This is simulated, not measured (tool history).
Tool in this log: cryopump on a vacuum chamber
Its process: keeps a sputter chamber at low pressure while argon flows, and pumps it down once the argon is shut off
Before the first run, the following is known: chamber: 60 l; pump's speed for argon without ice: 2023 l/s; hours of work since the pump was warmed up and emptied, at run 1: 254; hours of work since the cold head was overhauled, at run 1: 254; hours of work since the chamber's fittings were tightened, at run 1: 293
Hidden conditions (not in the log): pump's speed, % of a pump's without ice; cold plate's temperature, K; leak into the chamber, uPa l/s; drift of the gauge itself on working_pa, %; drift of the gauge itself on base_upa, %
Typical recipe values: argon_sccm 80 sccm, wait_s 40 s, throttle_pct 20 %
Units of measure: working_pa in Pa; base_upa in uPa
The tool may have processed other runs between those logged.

run	day	argon_sccm	wait_s	throttle_pct	hours of work since the pump was warmed up and emptied	hours of work since the cold head was overhauled	hours of work since the chamber's fittings were tightened	working_pa	base_upa
1	0.000	80	40	20	254	254	293	0.3422	1.82
2	1.275	80	40	20	278	278	316	0.3460	1.83
3	2.542	80	40	20	302	302	340	0.3437	1.85
4	3.421	80	40	20	318	318	356	0.3480	1.81
5	4.271	80	40	20	334	334	372	0.3484	1.84
6	5.421	80	40	20	355	355	393	0.3502	1.83
7	6.508	80	40	20	375	375	413	0.3521	1.84
8	8.012	80	40	20	403	403	441	0.3518	1.86
9	8.888	80	40	20	419	419	457	0.3506	1.83
10	9.854	80	40	20	437	437	475	0.3528	1.84
11	10.833	140	40	20	455	455	493	0.6183	1.88
12	11.821	140	40	20	474	474	512	0.6199	1.87
13	12.479	46	40	20	486	486	524	0.2061	1.89
# day 13.942: pump warmed up, emptied and cooled again
14	14.017	46	40	20	1	510	549	0.1936	1.82
15	14.838	80	40	20	17	526	564	0.3325	1.84
16	15.683	80	40	20	32	541	579	0.3338	1.80
17	16.958	80	40	20	56	565	603	0.3387	1.81
18	18.454	80	40	20	84	592	631	0.3365	1.85
19	19.954	80	40	20	111	620	659	0.3411	1.84
20	20.592	43	40	28	123	632	670	0.1325	1.84
21	21.492	99	51	25	140	649	687	0.3363	1.50
22	22.567	99	51	25	160	669	707	0.3380	1.51
23	23.950	80	51	20	185	694	733	0.3428	1.50
24	24.662	80	40	33	199	708	746	0.2116	1.86
25	25.521	93	40	24	215	723	762	0.3352	1.86
26	26.317	93	21	27	229	738	776	0.2995	3.30
27	27.362	93	89	27	249	758	796	0.3006	1.02
28	28.183	80	49	41	264	773	811	0.1755	1.59
29	28.925	39	286	20	278	787	825	0.1705	0.52
30	30.158	154	34	40	300	809	848	0.3450	2.16
31	31.283	154	129	19	321	830	868	0.7002	0.78
32	32.783	80	123	20	349	858	896	0.3507	0.85
33	33.433	108	143	20	361	870	908	0.4740	0.76

Each row is a separate what-if for the run after 33, all from the same tool condition, not one after another. Results?
A	34.950	66	143	17	389	898	936	?	?
B	34.950	80	63	20	389	898	936	?	?
C	34.950	80	299	20	389	898	936	?	?

run	working_pa	base_upa
A	0.3390	0.78
B	0.3505	1.31
C	0.3535	0.53
Take away the tool's hidden state, keep each run's random variation, and the runs would have read:
run	working_pa	base_upa
A	0.3240	0.59
B	0.3325	1.13
C	0.3353	0.34
